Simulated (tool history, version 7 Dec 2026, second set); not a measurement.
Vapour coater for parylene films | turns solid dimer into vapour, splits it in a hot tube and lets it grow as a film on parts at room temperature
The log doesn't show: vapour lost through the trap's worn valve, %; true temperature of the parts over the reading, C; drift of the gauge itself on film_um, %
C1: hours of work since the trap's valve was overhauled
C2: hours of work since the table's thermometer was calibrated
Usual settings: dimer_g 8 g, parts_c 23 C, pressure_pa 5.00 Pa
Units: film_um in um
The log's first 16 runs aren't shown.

run 17 hour=714.6 | dimer_g=3 parts_c=23 pressure_pa=5.00 | C1=45 C2=1264 | film_um=1.75
run 18 hour=761.3 | dimer_g=3 parts_c=23 pressure_pa=5.00 | C1=66 C2=1285 | film_um=1.78
-- hour=766.6 table's thermometer calibrated
run 19 hour=805.1 | dimer_g=3 parts_c=23 pressure_pa=5.00 | C1=85 C2=17 | film_um=1.77
run 20 hour=837.0 | dimer_g=3 parts_c=23 pressure_pa=5.00 | C1=99 C2=31 | film_um=1.74
run 21 hour=863.0 | dimer_g=5 parts_c=23 pressure_pa=5.00 | C1=111 C2=43 | film_um=2.90
run 22 hour=907.0 | dimer_g=5 parts_c=23 pressure_pa=5.00 | C1=131 C2=63 | film_um=2.93
run 23 hour=953.8 | dimer_g=6 parts_c=23 pressure_pa=5.00 | C1=152 C2=84 | film_um=3.48
run 24 hour=1008.6 | dimer_g=8 parts_c=23 pressure_pa=5.00 | C1=176 C2=108 | film_um=4.62
run 25 hour=1061.7 | dimer_g=4 parts_c=23 pressure_pa=9.30 | C1=200 C2=132 | film_um=2.17
run 26 hour=1111.5 | dimer_g=4 parts_c=19 pressure_pa=4.07 | C1=222 C2=154 | film_um=2.72
run 27 hour=1167.9 | dimer_g=8 parts_c=20 pressure_pa=5.00 | C1=247 C2=179 | film_um=5.19
run 28 hour=1209.3 | dimer_g=8 parts_c=23 pressure_pa=3.87 | C1=266 C2=198 | film_um=4.64
run 29 hour=1262.4 | dimer_g=4 parts_c=31 pressure_pa=4.36 | C1=289 C2=221 | film_um=1.73
run 30 hour=1313.5 | dimer_g=4 parts_c=34 pressure_pa=4.36 | C1=312 C2=244 | film_um=1.55
run 31 hour=1356.5 | dimer_g=3 parts_c=34 pressure_pa=4.36 | C1=331 C2=264 | film_um=1.17
run 32 hour=1382.9 | dimer_g=3 parts_c=19 pressure_pa=9.46 | C1=343 C2=275 | film_um=1.90
run 33 hour=1415.3 | dimer_g=3 parts_c=19 pressure_pa=9.46 | C1=358 C2=290 | film_um=1.81
run 34 hour=1477.3 | dimer_g=5 parts_c=17 pressure_pa=8.46 | C1=385 C2=317 | film_um=3.24
run 35 hour=1537.7 | dimer_g=6 parts_c=17 pressure_pa=8.46 | C1=412 C2=344 | film_um=3.96
run 36 hour=1570.9 | dimer_g=6 parts_c=17 pressure_pa=8.46 | C1=427 C2=359 | film_um=3.86
run 37 hour=1610.9 | dimer_g=7 parts_c=20 pressure_pa=2.29 | C1=445 C2=377 | film_um=4.73

The next listed run, before its measurement:
run 38 hour=1644.8 | dimer_g=7 parts_c=20 pressure_pa=2.29 | C1=460 C2=392 | film_um=?

{"run 38": {"film_um": 4.82}}
Without the tool's hidden state the same run would have given film_um 5.15 um.
